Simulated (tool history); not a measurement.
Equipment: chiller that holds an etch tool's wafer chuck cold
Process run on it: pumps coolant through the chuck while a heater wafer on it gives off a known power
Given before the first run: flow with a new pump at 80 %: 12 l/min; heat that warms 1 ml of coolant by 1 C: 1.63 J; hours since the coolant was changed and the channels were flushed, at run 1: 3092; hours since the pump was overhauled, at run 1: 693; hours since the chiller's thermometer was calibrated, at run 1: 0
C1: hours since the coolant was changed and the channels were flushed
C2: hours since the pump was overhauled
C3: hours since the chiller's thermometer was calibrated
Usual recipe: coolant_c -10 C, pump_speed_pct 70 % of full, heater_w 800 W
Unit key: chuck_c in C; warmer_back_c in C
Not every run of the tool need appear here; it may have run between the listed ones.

{"run": 1, "hour": 0.0, "coolant_c": -10, "pump_speed_pct": 70, "heater_w": 800, "C1": 3092, "C2": 693, "C3": 0, "chuck_c": -2.8, "warmer_back_c": 2.83}
{"run": 2, "hour": 41.9, "coolant_c": -10, "pump_speed_pct": 70, "heater_w": 800, "C1": 3134, "C2": 735, "C3": 42, "chuck_c": -3, "warmer_back_c": 2.82}
{"run": 3, "hour": 87.5, "coolant_c": -10, "pump_speed_pct": 70, "heater_w": 923, "C1": 3180, "C2": 781, "C3": 88, "chuck_c": -1.6, "warmer_back_c": 3.25}
{"run": 4, "hour": 113.6, "coolant_c": -10, "pump_speed_pct": 70, "heater_w": 488, "C1": 3206, "C2": 807, "C3": 114, "chuck_c": -5.4, "warmer_back_c": 1.74}
{"run": 5, "hour": 154.8, "coolant_c": -10, "pump_speed_pct": 70, "heater_w": 800, "C1": 3247, "C2": 848, "C3": 155, "chuck_c": -2.7, "warmer_back_c": 2.79}
{"run": 6, "hour": 191.4, "coolant_c": -10, "pump_speed_pct": 70, "heater_w": 800, "C1": 3284, "C2": 885, "C3": 191, "chuck_c": -2.9, "warmer_back_c": 2.83}
{"run": 7, "hour": 212.0, "coolant_c": -10, "pump_speed_pct": 70, "heater_w": 800, "C1": 3304, "C2": 905, "C3": 212, "chuck_c": -2.8, "warmer_back_c": 2.8}
{"run": 8, "hour": 258.2, "coolant_c": -10, "pump_speed_pct": 70, "heater_w": 800, "C1": 3350, "C2": 951, "C3": 258, "chuck_c": -2.8, "warmer_back_c": 2.83}
{"run": 9, "hour": 288.1, "coolant_c": -10, "pump_speed_pct": 70, "heater_w": 800, "C1": 3380, "C2": 981, "C3": 288, "chuck_c": -2.8, "warmer_back_c": 2.83}
{"run": 10, "hour": 329.5, "coolant_c": -10, "pump_speed_pct": 70, "heater_w": 800, "C1": 3422, "C2": 1023, "C3": 329, "chuck_c": -2.8, "warmer_back_c": 2.81}
{"run": 11, "hour": 350.8, "coolant_c": -10, "pump_speed_pct": 70, "heater_w": 800, "C1": 3443, "C2": 1044, "C3": 351, "chuck_c": -2.9, "warmer_back_c": 2.83}
{"run": 12, "hour": 376.1, "coolant_c": -10, "pump_speed_pct": 70, "heater_w": 800, "C1": 3468, "C2": 1069, "C3": 376, "chuck_c": -2.6, "warmer_back_c": 2.82}
{"run": 13, "hour": 417.3, "coolant_c": -10, "pump_speed_pct": 70, "heater_w": 800, "C1": 3509, "C2": 1111, "C3": 417, "chuck_c": -2.6, "warmer_back_c": 2.82}
{"run": 14, "hour": 456.0, "coolant_c": -10, "pump_speed_pct": 70, "heater_w": 800, "C1": 3548, "C2": 1149, "C3": 456, "chuck_c": -2.8, "warmer_back_c": 2.81}
{"run": 15, "hour": 483.7, "coolant_c": -10, "pump_speed_pct": 70, "heater_w": 800, "C1": 3576, "C2": 1177, "C3": 484, "chuck_c": -2.8, "warmer_back_c": 2.8}
{"run": 16, "hour": 526.3, "coolant_c": -10, "pump_speed_pct": 70, "heater_w": 800, "C1": 3618, "C2": 1220, "C3": 526, "chuck_c": -2.6, "warmer_back_c": 2.81}
{"run": 17, "hour": 575.1, "coolant_c": -10, "pump_speed_pct": 70, "heater_w": 800, "C1": 3667, "C2": 1268, "C3": 575, "chuck_c": -2.7, "warmer_back_c": 2.82}
{"run": 18, "hour": 600.0, "coolant_c": -10, "pump_speed_pct": 70, "heater_w": 800, "C1": 3692, "C2": 1293, "C3": 600, "chuck_c": -2.8, "warmer_back_c": 2.82}
{"run": 19, "hour": 645.9, "coolant_c": 0, "pump_speed_pct": 85, "heater_w": 800, "C1": 3738, "C2": 1339, "C3": 646, "chuck_c": 6.4, "warmer_back_c": 2.31}
{"run": 20, "hour": 697.0, "coolant_c": -15, "pump_speed_pct": 85, "heater_w": 628, "C1": 3789, "C2": 1390, "C3": 697, "chuck_c": -10.2, "warmer_back_c": 1.81}
{"run": 21, "hour": 718.6, "coolant_c": -4, "pump_speed_pct": 92, "heater_w": 974, "C1": 3811, "C2": 1412, "C3": 719, "chuck_c": 3.3, "warmer_back_c": 2.62}
{"run": 22, "hour": 763.7, "coolant_c": -4, "pump_speed_pct": 92, "heater_w": 1100, "C1": 3856, "C2": 1457, "C3": 764, "chuck_c": 4.3, "warmer_back_c": 2.95}
{"run": 23, "hour": 811.6, "coolant_c": -13, "pump_speed_pct": 90, "heater_w": 527, "C1": 3904, "C2": 1505, "C3": 812, "chuck_c": -9.1, "warmer_back_c": 1.42}
{"run": 24, "hour": 859.2, "coolant_c": -9, "pump_speed_pct": 99, "heater_w": 492, "C1": 3951, "C2": 1552, "C3": 859, "chuck_c": -5.7, "warmer_back_c": 1.22}
{"run": 25, "hour": 887.1, "coolant_c": -17, "pump_speed_pct": 98, "heater_w": 492, "C1": 3979, "C2": 1580, "C3": 887, "chuck_c": -13.4, "warmer_back_c": 1.2}

Expected results for the next run?
{"run": 26, "hour": 909.9, "coolant_c": -17, "pump_speed_pct": 98, "heater_w": 492, "C1": 4002, "C2": 1603, "C3": 910, "chuck_c": "?", "warmer_back_c": "?"}

chuck_c: -13.3 C
warmer_back_c: 1.24 C
On a tool with no hidden condition, and with the same random variation, this run would have come out at chuck_c -13.3 C, warmer_back_c 1.24 C.
